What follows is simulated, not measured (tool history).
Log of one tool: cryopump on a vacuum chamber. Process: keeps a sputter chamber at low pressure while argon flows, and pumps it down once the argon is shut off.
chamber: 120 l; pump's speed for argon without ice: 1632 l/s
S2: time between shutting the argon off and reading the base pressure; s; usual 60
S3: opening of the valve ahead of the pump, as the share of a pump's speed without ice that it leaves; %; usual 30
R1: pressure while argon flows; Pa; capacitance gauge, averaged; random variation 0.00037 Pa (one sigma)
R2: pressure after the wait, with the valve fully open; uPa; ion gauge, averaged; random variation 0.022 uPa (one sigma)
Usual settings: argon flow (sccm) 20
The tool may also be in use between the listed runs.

{"run": 1, "hour": 0.0, "argon flow (sccm)": 20, "S2": 60, "S3": 30, "R1": 0.069, "R2": 1.29}
{"run": 2, "hour": 11.3, "argon flow (sccm)": 20, "S2": 60, "S3": 30, "R1": 0.0701, "R2": 1.26}
{"run": 3, "hour": 26.2, "argon flow (sccm)": 20, "S2": 60, "S3": 30, "R1": 0.0696, "R2": 1.29}
{"run": 4, "hour": 46.5, "argon flow (sccm)": 20, "S2": 60, "S3": 30, "R1": 0.0698, "R2": 1.34}
{"run": 5, "hour": 67.5, "argon flow (sccm)": 20, "S2": 60, "S3": 30, "R1": 0.0698, "R2": 1.34}
{"run": 6, "hour": 90.9, "argon flow (sccm)": 20, "S2": 60, "S3": 30, "R1": 0.0695, "R2": 1.33}
{"run": 7, "hour": 102.7, "argon flow (sccm)": 20, "S2": 60, "S3": 30, "R1": 0.0695, "R2": 1.37}
{"run": 8, "hour": 124.2, "argon flow (sccm)": 20, "S2": 60, "S3": 30, "R1": 0.0704, "R2": 1.32}
{"run": 9, "hour": 143.6, "argon flow (sccm)": 20, "S2": 60, "S3": 49, "R1": 0.0432, "R2": 1.3}
{"run": 10, "hour": 157.4, "argon flow (sccm)": 20, "S2": 23, "S3": 49, "R1": 0.0428, "R2": 1.95}
{"run": 11, "hour": 179.7, "argon flow (sccm)": 20, "S2": 23, "S3": 49, "R1": 0.0437, "R2": 1.94}
{"run": 12, "hour": 201.3, "argon flow (sccm)": 20, "S2": 23, "S3": 49, "R1": 0.044, "R2": 2.01}
{"run": 13, "hour": 213.1, "argon flow (sccm)": 20, "S2": 60, "S3": 30, "R1": 0.0699, "R2": 1.28}
{"run": 14, "hour": 228.4, "argon flow (sccm)": 20, "S2": 60, "S3": 30, "R1": 0.0695, "R2": 1.3}
{"run": 15, "hour": 242.1, "argon flow (sccm)": 20, "S2": 179, "S3": 30, "R1": 0.0696, "R2": 1.05}
{"run": 16, "hour": 264.2, "argon flow (sccm)": 8, "S2": 179, "S3": 30, "R1": 0.028, "R2": 1.12}
{"run": 17, "hour": 280.0, "argon flow (sccm)": 8, "S2": 64, "S3": 32, "R1": 0.0262, "R2": 1.28}
{"run": 18, "hour": 293.8, "argon flow (sccm)": 39, "S2": 81, "S3": 33, "R1": 0.1249, "R2": 1.23}
{"run": 19, "hour": 311.5, "argon flow (sccm)": 8, "S2": 81, "S3": 37, "R1": 0.0233, "R2": 1.26}
{"run": 20, "hour": 324.0, "argon flow (sccm)": 8, "S2": 81, "S3": 37, "R1": 0.0236, "R2": 1.28}
{"run": 21, "hour": 343.8, "argon flow (sccm)": 37, "S2": 60, "S3": 56, "R1": 0.0711, "R2": 1.32}
{"run": 22, "hour": 357.3, "argon flow (sccm)": 37, "S2": 60, "S3": 56, "R1": 0.0711, "R2": 1.39}
{"run": 23, "hour": 379.5, "argon flow (sccm)": 37, "S2": 60, "S3": 56, "R1": 0.0713, "R2": 1.31}
{"run": 24, "hour": 398.0, "argon flow (sccm)": 12, "S2": 60, "S3": 31, "R1": 0.0409, "R2": 1.4}
{"run": 25, "hour": 418.8, "argon flow (sccm)": 12, "S2": 107, "S3": 31, "R1": 0.0411, "R2": 1.17}
{"run": 26, "hour": 432.1, "argon flow (sccm)": 12, "S2": 107, "S3": 31, "R1": 0.0412, "R2": 1.22}
{"hour": 446.8, "done": "leaking fittings of the chamber tightened, without venting"}
{"run": 27, "hour": 449.1, "argon flow (sccm)": 20, "S2": 21, "S3": 30, "R1": 0.0708, "R2": 1.29}
{"run": 28, "hour": 463.4, "argon flow (sccm)": 30, "S2": 85, "S3": 30, "R1": 0.1054, "R2": 0.52}
{"run": 29, "hour": 479.8, "argon flow (sccm)": 30, "S2": 85, "S3": 30, "R1": 0.1064, "R2": 0.48}
{"run": 30, "hour": 499.4, "argon flow (sccm)": 30, "S2": 60, "S3": 38, "R1": 0.0838, "R2": 0.63}
{"run": 31, "hour": 509.1, "argon flow (sccm)": 20, "S2": 25, "S3": 47, "R1": 0.0459, "R2": 1.2}

3 ways to go on from here, each from the tool as it stands after run 31. What would each give?
{"run": "A", "hour": 524.8, "argon flow (sccm)": 20, "S2": 89, "S3": 47, "R1": "?", "R2": "?"}
{"run": "B", "hour": 524.8, "argon flow (sccm)": 20, "S2": 37, "S3": 30, "R1": "?", "R2": "?"}
{"run": "C", "hour": 524.8, "argon flow (sccm)": 20, "S2": 59, "S3": 30, "R1": "?", "R2": "?"}

run=A R1=0.0461 R2=0.40
run=B R1=0.0715 R2=0.87
run=C R1=0.0702 R2=0.61
Without the tool's hidden state the same runs would have given:
run=A R1=0.0443 R2=0.37
run=B R1=0.0697 R2=0.84
run=C R1=0.0685 R2=0.58
